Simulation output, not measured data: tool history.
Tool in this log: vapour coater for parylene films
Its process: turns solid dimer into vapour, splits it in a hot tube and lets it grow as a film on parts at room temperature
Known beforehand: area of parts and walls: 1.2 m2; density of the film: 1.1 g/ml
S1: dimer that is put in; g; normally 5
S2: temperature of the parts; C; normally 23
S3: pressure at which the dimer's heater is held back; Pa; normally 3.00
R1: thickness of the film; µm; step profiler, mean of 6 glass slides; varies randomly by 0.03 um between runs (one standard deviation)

run	day	S1	S2	S3	R1
1	0.000	5	23	3.00	2.56
# day 0.679: trap's valve overhauled
2	0.758	5	23	3.00	2.33
3	1.312	5	23	3.00	2.31
4	1.675	5	23	3.00	2.28
5	2.025	5	23	3.00	2.28
6	2.646	5	23	3.00	2.26
7	3.300	5	23	3.00	2.25
8	3.629	5	23	3.00	2.25
9	4.021	5	23	3.57	2.13
10	4.304	5	23	3.57	2.15
# day 4.779: trap's valve overhauled, once more
11	4.933	5	23	3.57	2.71
12	5.450	5	28	3.57	2.25
13	5.879	5	28	3.57	2.24
14	6.288	5	23	3.00	2.84
15	6.871	5	31	9.82	1.56
16	7.238	6	31	11.34	1.85
17	7.825	6	18	4.76	3.66
18	8.275	6	17	2.02	4.36
19	8.929	6	17	2.02	4.32
20	9.429	3	17	6.35	1.82
21	9.962	3	31	6.35	1.03
22	10.267	3	33	8.98	0.89
23	10.879	4	23	3.00	2.20
24	11.421	5	22	9.93	2.23
25	11.696	5	22	9.93	2.24
26	12.129	6	27	2.87	2.83
27	12.675	6	27	2.87	2.78

Results for each run, recomputed without the tool's hidden state and with each run's random variation untouched:
Hidden conditions of the tool in this case: vapour lost through the trap's worn valve, %; true temperature of the parts over the reading, C; drift of the gauge itself on film_um, %.
run	R1
1	2.87
2	2.89
3	2.89
4	2.85
5	2.85
6	2.85
7	2.84
8	2.85
9	2.71
10	2.73
11	2.72
12	2.26
13	2.26
14	2.87
15	1.59
16	1.88
17	3.74
18	4.45
19	4.42
20	1.87
21	1.06
22	0.92
23	2.28
24	2.32
25	2.33
26	2.95
27	2.92
